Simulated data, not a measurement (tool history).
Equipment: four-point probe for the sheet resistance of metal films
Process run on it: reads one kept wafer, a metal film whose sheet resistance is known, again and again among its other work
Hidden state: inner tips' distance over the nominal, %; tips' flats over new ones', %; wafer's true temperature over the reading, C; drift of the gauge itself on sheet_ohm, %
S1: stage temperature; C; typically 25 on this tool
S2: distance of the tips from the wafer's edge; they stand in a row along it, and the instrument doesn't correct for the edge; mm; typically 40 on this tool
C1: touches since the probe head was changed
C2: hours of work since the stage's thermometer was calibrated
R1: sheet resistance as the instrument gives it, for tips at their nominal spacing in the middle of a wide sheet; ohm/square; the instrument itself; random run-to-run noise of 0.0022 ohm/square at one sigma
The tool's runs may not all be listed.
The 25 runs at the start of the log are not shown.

run     day  S1  S2     C1   C2         R1
 26  19.912  28  15  34608  440  11.053877
 27  20.529  20   3  35455  450  11.554973
 28  21.521  24   6  36822  465  11.144502
 29  21.979  25  41  37455  473  11.003767
 30  22.929  26   8  38765  487  11.100362
 31  23.438  26   8  39468  495  11.099803
 32  24.325  27   8  40692  509  11.113990
 33  24.821  26  37  41371  517  11.010930

For run 34, what comes out?
 34  25.412  26  37  42192  527   ?

R1: 11.012925 ohm/square
Take away the tool's hidden state, keep the run-to-run variation as it was, and the same run would have given R1 11.013264 ohm/square.
